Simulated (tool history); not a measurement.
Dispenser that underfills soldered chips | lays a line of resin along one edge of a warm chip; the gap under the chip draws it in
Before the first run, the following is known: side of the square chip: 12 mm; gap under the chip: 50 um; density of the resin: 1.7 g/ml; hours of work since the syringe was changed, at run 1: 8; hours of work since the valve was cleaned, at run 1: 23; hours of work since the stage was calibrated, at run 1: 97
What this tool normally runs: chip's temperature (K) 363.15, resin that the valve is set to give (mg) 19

run	hour	chip's temperature (K)	resin that the valve is set to give (mg)	hours of work since the syringe was changed	hours of work since the valve was cleaned	hours of work since the stage was calibrated	time until the resin shows at the far edge (s)	resin that the valve gave (mg)
1	0	363.15	19	8	23	97	356.1	18.69
# hour 2: new syringe of resin
2	9.9	363.15	24.1	6	30	104	319.2	23.47
# hour 14.5: new syringe of resin
3	20.8	363.15	24.1	5	39	113	297.5	23.53
# hour 26.8: new syringe of resin
4	28.1	363.15	24.1	1	44	118	255.7	23.19
5	34.6	363.15	24.1	6	49	123	322.7	23.22
# hour 39.3: new syringe of resin
6	45	349.15	24.1	5	58	131	441.4	22.95
# hour 51.9: new syringe of resin
7	56	363.15	19	3	66	140	288.2	17.89
8	62.8	363.15	19	9	72	146	378.1	17.86
# hour 64.7: new syringe of resin
9	72.7	363.15	19	6	79	153	342.2	17.63
# hour 77.2: new syringe of resin
10	82.6	372.15	19	4	87	161	233.3	17.52
# hour 90.2: new syringe of resin
11	93.6	363.15	19	3	95	169	283.4	17.45
12	100.4	363.15	19	8	101	175	368.3	17.15
# hour 102.8: new syringe of resin
13	109	363.15	21.4	5	108	181	307.6	19.25
# hour 115.7: new syringe of resin
14	116.6	353.15	21.4	1	113	187	331.7	19.13
# hour 118.3: dispensing valve cleaned and set on the balance
15	127.8	350.15	19	9	8	195	531.9	18.9
# hour 129.4: new syringe of resin
16	135.9	350.15	19	5	14	202	465.1	18.79
17	140.7	350.15	19	9	18	206	554.9	18.81
# hour 142.1: new syringe of resin
18	145.6	350.15	19	3	21	209	408.8	18.63
19	152.4	360.15	23.6	8	27	215	396.6	22.98
# hour 155.2: new syringe of resin
20	162	360.15	23.6	5	34	222	340.9	22.87
# hour 167.9: new syringe of resin
21	168.7	372.15	19.4	1	39	227	199.1	18.63
22	177.8	372.15	23	8	47	234	281	22.02
# hour 180.9: new syringe of resin
23	183.7	376.15	24.7	2	51	239	186.7	23.46
# hour 193.7: new syringe of resin
24	194.1	367.15	22.1	0	59	247	213	20.89
25	200.7	350.15	19	6	64	252	460.1	17.92
# hour 206.1: new syringe of resin
26	206.5	350.15	21.3	0	69	257	355.5	19.95
27	213.8	350.15	21.3	6	75	262	473.4	19.92
# hour 219.1: new syringe of resin
28	224.6	350.15	21.3	4	83	271	440.8	19.41
# hour 231.3: new syringe of resin
29	231.7	377.15	17.3	0	88	276	174.8	15.78
30	241.2	377.15	17.3	8	96	284	255.4	15.79
# hour 244.3: new syringe of resin
31	246.2	357.15	19	2	100	288	316.8	17.2
32	253	357.15	19	7	105	293	419.4	17.25
# hour 256.8: new syringe of resin
33	259.5	348.15	22.5	2	110	298	420.3	20.16
# hour 265.2: dispensing valve cleaned and set on the balance
34	269.2	348.15	22.5	9	3	305	577.2	22.59
# hour 270.1: new syringe of resin
35	280	362.15	20.4	8	12	313	375.2	20.25
# hour 282.9: new syringe of resin
36	288.7	376.15	24.5	5	18	320	209.5	24.12

Forecast each of these 3 alternatives for the next run:
A	293.5	369.15	19	8	22	324	?	?
B	293.5	348.15	22.8	8	22	324	?	?
C	293.5	358.15	18.3	8	22	324	?	?

run	time until the resin shows at the far edge (s)	resin that the valve gave (mg)
A	312.7	18.61
B	562.8	22.51
C	432.5	17.88
With the hidden condition removed and each run's random variation left untouched, the same runs would have given:
run	time until the resin shows at the far edge (s)	resin that the valve gave (mg)
A	197.7	19
B	354	22.98
C	272	18.25

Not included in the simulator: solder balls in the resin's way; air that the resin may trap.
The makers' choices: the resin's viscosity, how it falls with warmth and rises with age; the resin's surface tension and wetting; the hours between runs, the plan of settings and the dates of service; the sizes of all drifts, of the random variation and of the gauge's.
